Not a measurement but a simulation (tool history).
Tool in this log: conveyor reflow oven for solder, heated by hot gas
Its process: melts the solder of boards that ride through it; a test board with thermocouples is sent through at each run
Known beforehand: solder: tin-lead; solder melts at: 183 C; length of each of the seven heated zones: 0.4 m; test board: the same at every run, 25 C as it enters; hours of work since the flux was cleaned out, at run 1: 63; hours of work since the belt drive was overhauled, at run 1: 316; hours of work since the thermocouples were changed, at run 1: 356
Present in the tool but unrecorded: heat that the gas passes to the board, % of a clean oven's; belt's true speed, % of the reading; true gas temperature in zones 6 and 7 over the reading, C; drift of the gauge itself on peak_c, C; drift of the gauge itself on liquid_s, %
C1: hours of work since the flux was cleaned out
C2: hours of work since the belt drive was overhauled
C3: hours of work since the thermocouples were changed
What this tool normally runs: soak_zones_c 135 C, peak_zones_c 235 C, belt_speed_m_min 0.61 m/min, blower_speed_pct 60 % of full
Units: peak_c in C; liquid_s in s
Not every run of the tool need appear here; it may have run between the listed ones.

Run 1, hour 0: usual settings; C1 63; C2 316; C3 356. Result: peak_c 215.4 C, liquid_s 56.7 s.
Run 2, hour 44.1: usual settings; C1 90; C2 342; C3 383. Result: peak_c 214.9 C, liquid_s 56.2 s.
Run 3, hour 87.4: usual settings; C1 116; C2 369; C3 409. Result: peak_c 214.8 C, liquid_s 55.7 s.
Run 4, hour 114.3: usual settings; C1 132; C2 385; C3 425. Result: peak_c 214 C, liquid_s 55.5 s.
Run 5, hour 140: usual settings but blower_speed_pct 73 % of full; C1 148; C2 400; C3 441. Result: peak_c 217.5 C, liquid_s 58.1 s.
Run 6, hour 179.8: usual settings but belt_speed_m_min 0.636 m/min; C1 172; C2 424; C3 465. Result: peak_c 212.1 C, liquid_s 51 s.
Run 7, hour 205.1: usual settings; C1 187; C2 440; C3 480. Result: peak_c 214.4 C, liquid_s 54.2 s.
Run 8, hour 242.8: usual settings; C1 210; C2 462; C3 503. Result: peak_c 214.7 C, liquid_s 55.5 s.
At hour 250.8: flux residue cleaned out of gas plates and filters.
Run 9, hour 276.7: usual settings but blower_speed_pct 82 % of full; C1 16; C2 480; C3 520. Result: peak_c 218.5 C, liquid_s 57.5 s.
At hour 315.3: thermocouples of zones 6 and 7 changed.
Run 10, hour 323.4: usual settings but peak_zones_c 245 C, belt_speed_m_min 0.594 m/min, blower_speed_pct 90 % of full; C1 43; C2 507; C3 5. Result: peak_c 228.4 C, liquid_s 69.2 s.
Run 11, hour 365.8: usual settings but peak_zones_c 245 C, belt_speed_m_min 0.576 m/min, blower_speed_pct 90 % of full; C1 68; C2 532; C3 30. Result: peak_c 230.3 C, liquid_s 72.4 s.
Run 12, hour 406.6: usual settings but soak_zones_c 136 C, peak_zones_c 240 C, belt_speed_m_min 0.646 m/min, blower_speed_pct 74 % of full; C1 93; C2 557; C3 55. Result: peak_c 218.5 C, liquid_s 55.5 s.
Run 13, hour 444.6: usual settings but peak_zones_c 240 C, belt_speed_m_min 0.559 m/min, blower_speed_pct 87 % of full; C1 116; C2 580; C3 78. Result: peak_c 225.3 C, liquid_s 72 s.
Run 14, hour 472.4: usual settings but peak_zones_c 234 C, belt_speed_m_min 0.689 m/min; C1 133; C2 597; C3 95. Result: peak_c 208 C, liquid_s 42.3 s.
At hour 511.9: flux residue cleaned out of gas plates and filters, once more.
Run 15, hour 517.5: usual settings but peak_zones_c 234 C, belt_speed_m_min 0.689 m/min; C1 3; C2 621; C3 119. Result: peak_c 211.7 C, liquid_s 46.3 s.

Below are 3 alternative next runs, each starting from the tool's condition after run 15. Predict each:
Run A, hour 551.5: usual settings but peak_zones_c 227 C, belt_speed_m_min 0.626 m/min; C1 24; C2 641; C3 140. Result: peak_c ?, liquid_s ?.
Run B, hour 551.5: usual settings but peak_zones_c 230 C, belt_speed_m_min 0.66 m/min; C1 24; C2 641; C3 140. Result: peak_c ?, liquid_s ?.
Run C, hour 551.5: usual settings but soak_zones_c 132 C, peak_zones_c 243 C, belt_speed_m_min 0.689 m/min; C1 24; C2 641; C3 140. Result: peak_c ?, liquid_s ?.

run  peak_c  liquid_s
  A   208.7      48.6
  B     209      46.8
  C   217.8      50.7
With no hidden state in the tool, these same runs would have given:
run  peak_c  liquid_s
  A   208.2        47
  B   208.4      45.3
  C   217.1      49.2
